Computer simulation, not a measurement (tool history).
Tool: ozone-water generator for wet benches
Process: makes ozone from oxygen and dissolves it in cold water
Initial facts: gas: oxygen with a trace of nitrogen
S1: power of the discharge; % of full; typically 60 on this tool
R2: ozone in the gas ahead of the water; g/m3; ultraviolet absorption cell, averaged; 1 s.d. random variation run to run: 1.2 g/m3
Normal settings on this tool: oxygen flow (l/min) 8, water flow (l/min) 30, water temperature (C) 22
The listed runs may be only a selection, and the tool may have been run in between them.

{"run": 1, "hour": 0.0, "S1": 60, "oxygen flow (l/min)": 8, "water flow (l/min)": 30, "water temperature (C)": 22, "dissolved ozone (ppm)": 15.9, "R2": 206.5}
{"run": 2, "hour": 83.4, "S1": 60, "oxygen flow (l/min)": 8, "water flow (l/min)": 30, "water temperature (C)": 22, "dissolved ozone (ppm)": 16.3, "R2": 206.8}
{"run": 3, "hour": 165.2, "S1": 60, "oxygen flow (l/min)": 8, "water flow (l/min)": 30, "water temperature (C)": 14, "dissolved ozone (ppm)": 17.6, "R2": 209.4}
{"run": 4, "hour": 233.8, "S1": 60, "oxygen flow (l/min)": 8, "water flow (l/min)": 30, "water temperature (C)": 14, "dissolved ozone (ppm)": 17.8, "R2": 205.9}
{"run": 5, "hour": 318.7, "S1": 60, "oxygen flow (l/min)": 8, "water flow (l/min)": 30, "water temperature (C)": 22, "dissolved ozone (ppm)": 15.9, "R2": 208.4}
{"run": 6, "hour": 406.8, "S1": 60, "oxygen flow (l/min)": 8, "water flow (l/min)": 30, "water temperature (C)": 22, "dissolved ozone (ppm)": 16.1, "R2": 207.8}
{"run": 7, "hour": 448.9, "S1": 60, "oxygen flow (l/min)": 9.13, "water flow (l/min)": 30, "water temperature (C)": 22, "dissolved ozone (ppm)": 16.1, "R2": 197.1}
{"run": 8, "hour": 491.7, "S1": 60, "oxygen flow (l/min)": 8, "water flow (l/min)": 19, "water temperature (C)": 22, "dissolved ozone (ppm)": 22.1, "R2": 205.3}
{"run": 9, "hour": 550.1, "S1": 60, "oxygen flow (l/min)": 8, "water flow (l/min)": 19, "water temperature (C)": 22, "dissolved ozone (ppm)": 22.2, "R2": 207.5}
{"run": 10, "hour": 608.7, "S1": 60, "oxygen flow (l/min)": 8, "water flow (l/min)": 26, "water temperature (C)": 22, "dissolved ozone (ppm)": 17.6, "R2": 207.6}
{"run": 11, "hour": 665.2, "S1": 60, "oxygen flow (l/min)": 8, "water flow (l/min)": 26, "water temperature (C)": 22, "dissolved ozone (ppm)": 17.4, "R2": 205.8}
{"run": 12, "hour": 749.0, "S1": 60, "oxygen flow (l/min)": 8, "water flow (l/min)": 30, "water temperature (C)": 22, "dissolved ozone (ppm)": 15.6, "R2": 205.8}
{"run": 13, "hour": 787.3, "S1": 60, "oxygen flow (l/min)": 8, "water flow (l/min)": 30, "water temperature (C)": 22, "dissolved ozone (ppm)": 16, "R2": 207.1}
{"run": 14, "hour": 835.9, "S1": 60, "oxygen flow (l/min)": 8, "water flow (l/min)": 30, "water temperature (C)": 22, "dissolved ozone (ppm)": 15.4, "R2": 206.2}
{"run": 15, "hour": 887.0, "S1": 60, "oxygen flow (l/min)": 8, "water flow (l/min)": 30, "water temperature (C)": 22, "dissolved ozone (ppm)": 15.6, "R2": 205.3}
{"run": 16, "hour": 925.2, "S1": 71, "oxygen flow (l/min)": 8, "water flow (l/min)": 30, "water temperature (C)": 22, "dissolved ozone (ppm)": 17.4, "R2": 227.2}
{"run": 17, "hour": 997.3, "S1": 60, "oxygen flow (l/min)": 4.09, "water flow (l/min)": 30, "water temperature (C)": 15, "dissolved ozone (ppm)": 14.8, "R2": 266.8}
{"run": 18, "hour": 1033.8, "S1": 60, "oxygen flow (l/min)": 4.09, "water flow (l/min)": 30, "water temperature (C)": 15, "dissolved ozone (ppm)": 14.7, "R2": 267}
{"run": 19, "hour": 1078.5, "S1": 60, "oxygen flow (l/min)": 9.82, "water flow (l/min)": 30, "water temperature (C)": 22, "dissolved ozone (ppm)": 15.8, "R2": 189.7}
{"hour": 1086.3, "done": "water thermometer calibrated"}
{"run": 20, "hour": 1160.2, "S1": 97, "oxygen flow (l/min)": 9.67, "water flow (l/min)": 32, "water temperature (C)": 19, "dissolved ozone (ppm)": 21.5, "R2": 253.8}
{"run": 21, "hour": 1236.4, "S1": 62, "oxygen flow (l/min)": 9.6, "water flow (l/min)": 42, "water temperature (C)": 22, "dissolved ozone (ppm)": 12.2, "R2": 195.3}
{"run": 22, "hour": 1297.5, "S1": 96, "oxygen flow (l/min)": 6.92, "water flow (l/min)": 25, "water temperature (C)": 15, "dissolved ozone (ppm)": 26, "R2": 288.6}
{"run": 23, "hour": 1386.2, "S1": 55, "oxygen flow (l/min)": 6.86, "water flow (l/min)": 19, "water temperature (C)": 15, "dissolved ozone (ppm)": 23.1, "R2": 206.7}
{"hour": 1444.3, "done": "water thermometer calibrated, once more"}
{"run": 24, "hour": 1460.4, "S1": 55, "oxygen flow (l/min)": 6.86, "water flow (l/min)": 19, "water temperature (C)": 15, "dissolved ozone (ppm)": 23.2, "R2": 206.3}
{"run": 25, "hour": 1545.5, "S1": 77, "oxygen flow (l/min)": 11.77, "water flow (l/min)": 18, "water temperature (C)": 20, "dissolved ozone (ppm)": 26.6, "R2": 202.3}
{"run": 26, "hour": 1620.3, "S1": 88, "oxygen flow (l/min)": 8, "water flow (l/min)": 30, "water temperature (C)": 22, "dissolved ozone (ppm)": 19.6, "R2": 255.7}
{"run": 27, "hour": 1678.5, "S1": 44, "oxygen flow (l/min)": 8, "water flow (l/min)": 19, "water temperature (C)": 22, "dissolved ozone (ppm)": 18, "R2": 169.5}
{"run": 28, "hour": 1767.8, "S1": 44, "oxygen flow (l/min)": 8, "water flow (l/min)": 19, "water temperature (C)": 22, "dissolved ozone (ppm)": 18.2, "R2": 170.6}
{"run": 29, "hour": 1825.6, "S1": 93, "oxygen flow (l/min)": 7.15, "water flow (l/min)": 18, "water temperature (C)": 22, "dissolved ozone (ppm)": 29.1, "R2": 275.2}
{"run": 30, "hour": 1900.9, "S1": 42, "oxygen flow (l/min)": 8, "water flow (l/min)": 34, "water temperature (C)": 22, "dissolved ozone (ppm)": 11.6, "R2": 165.2}
{"run": 31, "hour": 1943.1, "S1": 42, "oxygen flow (l/min)": 8, "water flow (l/min)": 34, "water temperature (C)": 22, "dissolved ozone (ppm)": 11.3, "R2": 165.5}

Some steps in dissolved ozone (ppm), run to run, broken into two amounts with sign: the step expected even without the hidden condition (settings, incoming material, random variation), and the rest, left for the hidden condition together with whatever gauge scatter is not in both the measured and the hidden-condition-free result:
The tool's hidden condition here consists of: yield of the discharge, % of new electrodes'; contactor's efficiency, % of a clean one's; true water temperature over the reading, C; drift of the gauge itself on ozone_ppm, %; drift of the gauge itself on gas_g_m3, %.
Run 21 -> 22: S1 62 -> 96, oxygen flow (l/min) 9.6 -> 6.92, water flow (l/min) 42 -> 25, water temperature (C) 22 -> 15. dissolved ozone (ppm) +13.8: hidden state -0.7, all else +14.5.
Run 28 -> 29: S1 44 -> 93, oxygen flow (l/min) 8 -> 7.15, water flow (l/min) 19 -> 18. dissolved ozone (ppm) +10.9: hidden state -0.8, all else +11.7.
Run 29 -> 30: S1 93 -> 42, oxygen flow (l/min) 7.15 -> 8, water flow (l/min) 18 -> 34. dissolved ozone (ppm) -17.5: hidden state +1, all else -18.5.

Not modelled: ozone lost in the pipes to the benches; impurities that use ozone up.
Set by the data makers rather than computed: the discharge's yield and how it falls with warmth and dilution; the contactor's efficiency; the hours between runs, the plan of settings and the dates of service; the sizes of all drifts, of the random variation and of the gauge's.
